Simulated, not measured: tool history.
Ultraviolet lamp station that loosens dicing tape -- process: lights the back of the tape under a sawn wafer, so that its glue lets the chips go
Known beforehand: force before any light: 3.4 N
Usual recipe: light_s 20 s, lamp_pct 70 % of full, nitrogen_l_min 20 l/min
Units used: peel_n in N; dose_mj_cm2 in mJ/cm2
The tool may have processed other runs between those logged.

run,day,light_s,lamp_pct,nitrogen_l_min,peel_n,dose_mj_cm2
1,0,20,70,20,0.361,233
2,3.212,20,70,20,0.401,229
3,6.617,20,70,20,0.405,220
4,9.1,20,70,20,0.411,221
5,11.758,20,70,20,0.437,216
6,15.058,20,70,20,0.45,208
# day 15.321: window cleaned of glue's vapour
7,19.279,20,70,20,0.535,188
8,23.488,20,70,20,0.539,183
# day 25.938: window cleaned of glue's vapour, once more
9,26.204,20,70,20,0.385,223
10,29.321,20,88,20,0.283,283
11,31.704,20,72,11,0.553,223
12,35.554,20,85,32,0.264,254
13,39.071,28,85,39,0.135,348
14,43.117,18,68,24,0.565,172
15,45.292,33,68,28,0.184,311
16,47.504,19,68,32,0.472,178
17,50.021,19,86,8,0.649,216
18,52.142,32,86,8,0.274,366
19,55.317,10,66,26,1.375,87
20,58.696,13,70,37,0.906,115

5 options for the next run, each taken on its own from the tool as it stands now. Forecast them:
A,61.658,31,77,15,?,?
B,61.658,14,70,20,?,?
C,61.658,13,74,37,?,?
D,61.658,14,81,19,?,?
E,61.658,13,63,37,?,?

run,peel_n,dose_mj_cm2
A,0.282,296
B,1.001,121
C,0.848,117
D,0.879,139
E,1.113,102
With no hidden state in the tool, these same runs would have given:
run,peel_n,dose_mj_cm2
A,0.148,439
B,0.579,179
C,0.464,175
D,0.48,208
E,0.655,152

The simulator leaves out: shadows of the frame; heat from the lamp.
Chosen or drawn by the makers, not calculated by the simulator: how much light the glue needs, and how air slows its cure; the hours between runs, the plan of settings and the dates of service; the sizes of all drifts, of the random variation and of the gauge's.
